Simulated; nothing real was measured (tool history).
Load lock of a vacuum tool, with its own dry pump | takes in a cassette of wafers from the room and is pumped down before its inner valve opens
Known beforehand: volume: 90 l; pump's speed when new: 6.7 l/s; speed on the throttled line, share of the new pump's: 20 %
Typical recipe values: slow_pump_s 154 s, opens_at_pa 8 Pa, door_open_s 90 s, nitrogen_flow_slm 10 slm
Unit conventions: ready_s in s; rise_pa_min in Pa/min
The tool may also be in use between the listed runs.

run,hour,slow_pump_s,opens_at_pa,door_open_s,nitrogen_flow_slm,"incoming humidity of the room's air, %",ready_s,rise_pa_min
1,0,154,8,90,10,46.8,249.6,0.03
2,303.3,154,8,90,10,45.9,249.5,0.025
3,625.1,154,8,90,10,42.6,250.5,0.025
4,1029.2,154,8,90,10,42.1,249.3,0.032
5,1301.6,154,9,90,10,49.2,248.4,0.024
6,1667.1,154,8,114,10,46.9,250.8,0.032
7,1924.3,154,8,114,10,42.7,251.3,0.029
8,2285.5,154,8,114,6,49.4,250.1,0.04
9,2528.3,154,8,114,6,44.5,250.6,0.031
10,2759.6,154,8,90,8,45.5,251.3,0.028
11,2990.3,154,8,131,10,45.3,250.1,0.037
12,3277.5,154,8,131,10,46.3,249.5,0.037
13,3610.3,154,8,131,10,47,249,0.039
14,3860.8,154,8,131,10,44,251.5,0.038
15,4071.2,154,8,131,10,44.8,250.1,0.036
16,4259.2,154,8,131,10,46.7,249.6,0.033
17,4617.9,154,8,131,17,47.4,251.3,0.034
18,5012.1,154,8,90,10,45.3,250,0.038
19,5329.1,154,8,90,10,47.2,250.6,0.025
20,5707.8,244,8,169,10,48.1,321.8,0.041
21,5896.3,244,8,169,10,47.1,319.8,0.044
22,6098.8,131,12,121,21,42.7,225.8,0.026
23,6331.9,131,12,32,40,46.3,224.5,0.009
24,6711.1,118,6,90,10,42.8,225.9,0.025
25,7095.1,154,16,117,10,47.5,239.6,0.035
26,7470.1,154,16,117,10,45.8,240.4,0.037
27,7701.4,154,16,117,10,45.4,240.4,0.033
28,7955.5,172,6,90,10,46.7,268,0.027
29,8145.8,154,7,90,10,45.2,251.4,0.032
30,8546.2,154,7,90,10,44.9,252.4,0.029
31,8781,131,7,90,10,45.1,232.6,0.03
32,9039.5,131,7,234,13,42,234.6,0.049
33,9410,131,7,86,6,44.2,235.8,0.027
34,9628.1,154,8,90,44,47.1,248,0.015
35,9808.9,154,7,45,5,46.5,250.8,0.022
36,10100.2,239,8,52,24,44.1,317.3,0.015
37,10491.4,154,8,90,7,44.4,247.7,0.03

Withheld: 1 entry from between the runs. Position of each, and hidden state at the listed run before versus the listed run after:
From run 35 to run 36: dry pump taken out, an overhauled one fitted (hour 9965.7)
  pump's speed, % of a new pump's: 99.9 -> 100

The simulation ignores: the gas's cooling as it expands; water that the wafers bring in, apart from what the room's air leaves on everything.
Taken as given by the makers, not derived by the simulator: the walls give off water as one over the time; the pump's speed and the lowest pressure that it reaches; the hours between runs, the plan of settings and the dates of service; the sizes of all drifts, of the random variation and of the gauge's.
